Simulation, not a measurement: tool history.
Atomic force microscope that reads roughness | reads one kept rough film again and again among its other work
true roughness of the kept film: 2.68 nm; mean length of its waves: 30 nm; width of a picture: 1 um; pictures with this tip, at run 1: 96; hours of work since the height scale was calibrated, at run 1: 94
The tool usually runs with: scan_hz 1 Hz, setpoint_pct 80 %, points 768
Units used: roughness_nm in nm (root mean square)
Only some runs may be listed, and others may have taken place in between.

run,hour,scan_hz,setpoint_pct,points,pictures with this tip,hours of work since the height scale was calibrated,roughness_nm
1,0,1,80,768,96,94,2.129
# hour 3.6: new tip fitted
2,12.2,1,80,768,12,103,2.252
3,25.5,1,80,768,30,113,2.211
4,37.9,1,80,768,47,122,2.187
5,52.2,1.01,80,768,66,134,2.151
6,68,1.01,80,464,88,146,2.137
7,75.7,1,80,984,98,152,2.128
# hour 76.9: new tip fitted
8,90.7,1,83,768,19,163,2.19
9,102.3,1,83,768,35,172,2.168
10,112,1,83,768,48,179,2.151
11,127.8,1,83,377,70,192,2.117
12,141.6,1,83,377,89,202,2.095
# hour 149.5: new tip fitted
13,150,1,80,768,1,208,2.262
14,162.3,1,86,768,18,218,2.175
15,176.6,1,80,768,37,229,2.207
16,187.6,1,80,768,52,237,2.198
17,197.7,0.72,80,768,66,245,2.251
18,205.6,2.66,80,768,77,251,1.846
19,218.7,2.66,80,768,95,261,1.831
# hour 222.6: new tip fitted
20,226.2,2.66,55,395,5,267,2.335
21,234.6,2.66,59,363,17,273,2.267
22,244.3,1.24,59,375,30,281,2.384
23,257.8,1.24,77,755,49,291,2.183
24,271.2,0.76,80,967,67,302,2.24
25,284.1,0.77,81,967,84,311,2.192
# hour 295.4: new tip fitted
26,296.5,0.77,81,967,2,321,2.333

Forecast run 27:
27,306.9,3.83,81,825,16,329,?

roughness_nm: 1.703 nm (root mean square)
Minus the tool's unlogged condition, the same run would have read roughness_nm 1.717 nm (root mean square).
